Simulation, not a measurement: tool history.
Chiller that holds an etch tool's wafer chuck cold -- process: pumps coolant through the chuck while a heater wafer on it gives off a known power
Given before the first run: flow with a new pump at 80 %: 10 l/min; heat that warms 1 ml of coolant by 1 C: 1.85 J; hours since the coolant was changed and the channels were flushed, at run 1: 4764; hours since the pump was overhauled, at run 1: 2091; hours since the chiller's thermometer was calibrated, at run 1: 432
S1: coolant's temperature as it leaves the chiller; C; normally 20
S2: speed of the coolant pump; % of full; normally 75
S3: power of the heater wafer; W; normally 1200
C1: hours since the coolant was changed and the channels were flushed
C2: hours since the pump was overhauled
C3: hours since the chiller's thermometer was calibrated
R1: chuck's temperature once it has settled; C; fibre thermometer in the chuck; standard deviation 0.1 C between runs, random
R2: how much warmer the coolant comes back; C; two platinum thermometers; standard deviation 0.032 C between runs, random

run 1 hour=0.0 | S1=20 S2=75 S3=1200 | C1=4764 C2=2091 C3=432 | R1=33.6 R2=4.29
run 2 hour=94.4 | S1=20 S2=75 S3=1200 | C1=4859 C2=2185 C3=526 | R1=33.7 R2=4.31
run 3 hour=207.8 | S1=20 S2=75 S3=1200 | C1=4972 C2=2298 C3=640 | R1=33.7 R2=4.32
run 4 hour=323.6 | S1=20 S2=75 S3=1200 | C1=5088 C2=2414 C3=756 | R1=33.7 R2=4.28
run 5 hour=430.6 | S1=20 S2=75 S3=1200 | C1=5195 C2=2521 C3=863 | R1=33.8 R2=4.24
run 6 hour=515.6 | S1=20 S2=75 S3=1200 | C1=5280 C2=2606 C3=948 | R1=33.9 R2=4.27
run 7 hour=603.6 | S1=20 S2=75 S3=623 | C1=5368 C2=2694 C3=1036 | R1=27.5 R2=2.26
run 8 hour=692.1 | S1=20 S2=75 S3=896 | C1=5456 C2=2783 C3=1124 | R1=30.6 R2=3.20
run 9 hour=771.3 | S1=20 S2=75 S3=896 | C1=5536 C2=2862 C3=1203 | R1=30.7 R2=3.22
run 10 hour=883.4 | S1=20 S2=75 S3=896 | C1=5648 C2=2974 C3=1315 | R1=30.6 R2=3.21
run 11 hour=1004.3 | S1=20 S2=75 S3=1200 | C1=5769 C2=3095 C3=1436 | R1=34.2 R2=4.31
run 12 hour=1144.1 | S1=20 S2=80 S3=1200 | C1=5908 C2=3235 C3=1576 | R1=33.6 R2=4.06
run 13 hour=1247.7 | S1=20 S2=80 S3=1200 | C1=6012 C2=3338 C3=1680 | R1=33.9 R2=4.04
run 14 hour=1328.9 | S1=20 S2=75 S3=1200 | C1=6093 C2=3419 C3=1761 | R1=34.6 R2=4.38
run 15 hour=1460.0 | S1=20 S2=75 S3=1200 | C1=6224 C2=3551 C3=1892 | R1=34.6 R2=4.37
run 16 hour=1587.3 | S1=20 S2=75 S3=1200 | C1=6352 C2=3678 C3=2019 | R1=34.5 R2=4.40
run 17 hour=1676.7 | S1=20 S2=75 S3=1200 | C1=6441 C2=3767 C3=2109 | R1=34.8 R2=4.36
run 18 hour=1802.1 | S1=14 S2=75 S3=799 | C1=6566 C2=3893 C3=2234 | R1=23.8 R2=2.90
run 19 hour=1949.1 | S1=14 S2=99 S3=1309 | C1=6713 C2=4040 C3=2381 | R1=27.1 R2=3.61
run 20 hour=2026.0 | S1=14 S2=98 S3=1309 | C1=6790 C2=4117 C3=2458 | R1=27.4 R2=3.71
run 21 hour=2131.8 | S1=14 S2=85 S3=1309 | C1=6896 C2=4222 C3=2564 | R1=29.0 R2=4.30
run 22 hour=2244.1 | S1=14 S2=85 S3=1309 | C1=7008 C2=4335 C3=2676 | R1=29.0 R2=4.23
run 23 hour=2377.5 | S1=10 S2=75 S3=1200 | C1=7142 C2=4468 C3=2809 | R1=25.3 R2=4.46
run 24 hour=2522.3 | S1=20 S2=67 S3=1592 | C1=7287 C2=4613 C3=2954 | R1=41.8 R2=6.64
-- hour=2578.0 chiller's thermometer calibrated
run 25 hour=2642.9 | S1=13 S2=74 S3=883 | C1=7406 C2=4732 C3=65 | R1=24.1 R2=3.31
run 26 hour=2710.9 | S1=19 S2=83 S3=1233 | C1=7474 C2=4800 C3=133 | R1=33.3 R2=4.13
run 27 hour=2809.9 | S1=20 S2=62 S3=815 | C1=7573 C2=4899 C3=232 | R1=31.8 R2=3.69
run 28 hour=2925.0 | S1=20 S2=62 S3=815 | C1=7688 C2=5015 C3=347 | R1=31.9 R2=3.68
run 29 hour=3004.6 | S1=20 S2=79 S3=1555 | C1=7768 C2=5094 C3=427 | R1=39.1 R2=5.49
run 30 hour=3076.1 | S1=20 S2=79 S3=1555 | C1=7839 C2=5166 C3=498 | R1=38.9 R2=5.51
-- hour=3089.2 coolant changed, channels flushed
run 31 hour=3161.0 | S1=20 S2=64 S3=670 | C1=72 C2=5245 C3=577 | R1=27.9 R2=2.99

5 options for the next run, each taken on its own from the tool as it stands now. Forecast them:
run A hour=3259.6 | S1=20 S2=76 S3=753 | C1=170 C2=5343 C3=676 | R1=? R2=?
run B hour=3259.6 | S1=20 S2=64 S3=970 | C1=170 C2=5343 C3=676 | R1=? R2=?
run C hour=3259.6 | S1=29 S2=77 S3=670 | C1=170 C2=5343 C3=676 | R1=? R2=?
run D hour=3259.6 | S1=14 S2=87 S3=775 | C1=170 C2=5343 C3=676 | R1=? R2=?
run E hour=3259.6 | S1=29 S2=64 S3=1173 | C1=170 C2=5343 C3=676 | R1=? R2=?

run=A R1=27.9 R2=2.75
run=B R1=31.4 R2=4.20
run=C R1=35.9 R2=2.45
run=D R1=21.3 R2=2.49
run=E R1=42.7 R2=5.16
Had the tool no hidden state, the same runs would have come out as:
run=A R1=27.4 R2=2.53
run=B R1=30.6 R2=3.86
run=C R1=35.4 R2=2.25
run=D R1=20.8 R2=2.29
run=E R1=41.7 R2=4.75
